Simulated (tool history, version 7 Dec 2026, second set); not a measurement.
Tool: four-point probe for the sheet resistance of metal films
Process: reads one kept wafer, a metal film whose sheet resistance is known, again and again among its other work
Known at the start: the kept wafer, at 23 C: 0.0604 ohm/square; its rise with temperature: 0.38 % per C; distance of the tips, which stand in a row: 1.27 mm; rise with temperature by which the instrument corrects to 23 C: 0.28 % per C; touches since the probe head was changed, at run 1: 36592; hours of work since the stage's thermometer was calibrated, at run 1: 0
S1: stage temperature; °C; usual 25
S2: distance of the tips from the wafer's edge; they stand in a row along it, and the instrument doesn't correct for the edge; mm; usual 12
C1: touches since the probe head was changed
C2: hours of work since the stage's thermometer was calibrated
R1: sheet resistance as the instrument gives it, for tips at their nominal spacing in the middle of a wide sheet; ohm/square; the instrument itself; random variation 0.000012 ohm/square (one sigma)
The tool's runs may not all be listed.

| run | day | S1 | S2 | C1 | C2 | R1 |
|---|---|---|---|---|---|---|
| 1 | 0 | 25 | 12 | 36592 | 0 | 0.061108 |
| 2 | 1.575 | 25 | 12 | 37665 | 27 | 0.061105 |
| 3 | 3.125 | 25 | 12 | 38718 | 53 | 0.061136 |
| 4 | 4.008 | 25 | 12 | 39319 | 67 | 0.061126 |
| 5 | 5.679 | 30 | 12 | 40456 | 95 | 0.061439 |
| 6 | 6.383 | 25 | 36 | 40936 | 107 | 0.0608 |
| 7 | 7.958 | 25 | 36 | 42005 | 134 | 0.060815 |
| 8 | 8.846 | 25 | 36 | 42609 | 149 | 0.06083 |
| 9 | 10.392 | 28 | 12 | 43661 | 175 | 0.061328 |
| 10 | 11.462 | 28 | 12 | 44390 | 193 | 0.061306 |
| 11 | 12.325 | 25 | 12 | 44977 | 207 | 0.061158 |
| 12 | 13.312 | 24 | 12 | 45650 | 224 | 0.061107 |
| 13 | 14.442 | 25 | 53 | 46417 | 243 | 0.060822 |
| 14 | 15.588 | 25 | 38 | 47196 | 262 | 0.060853 |
| 15 | 16.508 | 25 | 12 | 47824 | 278 | 0.061176 |
| 16 | 17.317 | 25 | 12 | 48372 | 291 | 0.061175 |
| 17 | 18.821 | 25 | 40 | 49396 | 316 | 0.060828 |
| 18 | 20.525 | 25 | 40 | 50554 | 345 | 0.060844 |
| 19 | 21.379 | 18 | 12 | 51136 | 359 | 0.060755 |
| 20 | 22.292 | 18 | 12 | 51759 | 375 | 0.060742 |
| 21 | 23.167 | 18 | 12 | 52353 | 389 | 0.060757 |
| 22 | 24.046 | 31 | 12 | 52951 | 404 | 0.061539 |
| 23 | 25.671 | 28 | 12 | 54055 | 431 | 0.061368 |
| 24 | 26.892 | 23 | 17 | 54888 | 452 | 0.060906 |
| 25 | 27.938 | 26 | 49 | 55598 | 470 | 0.060924 |
| 26 | 29.558 | 24 | 7 | 56700 | 497 | 0.06185 |
| 27 | 31.071 | 28 | 9 | 57730 | 522 | 0.061667 |
| 28 | 32.283 | 21 | 8 | 58554 | 543 | 0.061408 |
| 29 | 33.171 | 25 | 5 | 59157 | 558 | 0.0629 |
| 30 | 34.121 | 25 | 5 | 59804 | 574 | 0.062907 |
| 31 | 35.421 | 26 | 6 | 60688 | 595 | 0.062329 |
| 32 | 36.938 | 26 | 6 | 61722 | 621 | 0.062352 |
| 33 | 37.858 | 25 | 20 | 62348 | 636 | 0.060987 |
| 34 | 39.279 | 25 | 20 | 63314 | 660 | 0.060991 |
| 35 | 40.167 | 35 | 4 | 63916 | 675 | 0.064594 |
| 36 | 41.767 | 35 | 19 | 65006 | 702 | 0.061599 |

The next listed run, before its measurement:
| 37 | 43.146 | 21 | 4 | 65944 | 725 | ? |

{"run 37": {"R1": 0.063745}}
Without the tool's hidden state the same run would have given R1 0.063367 ohm/square.
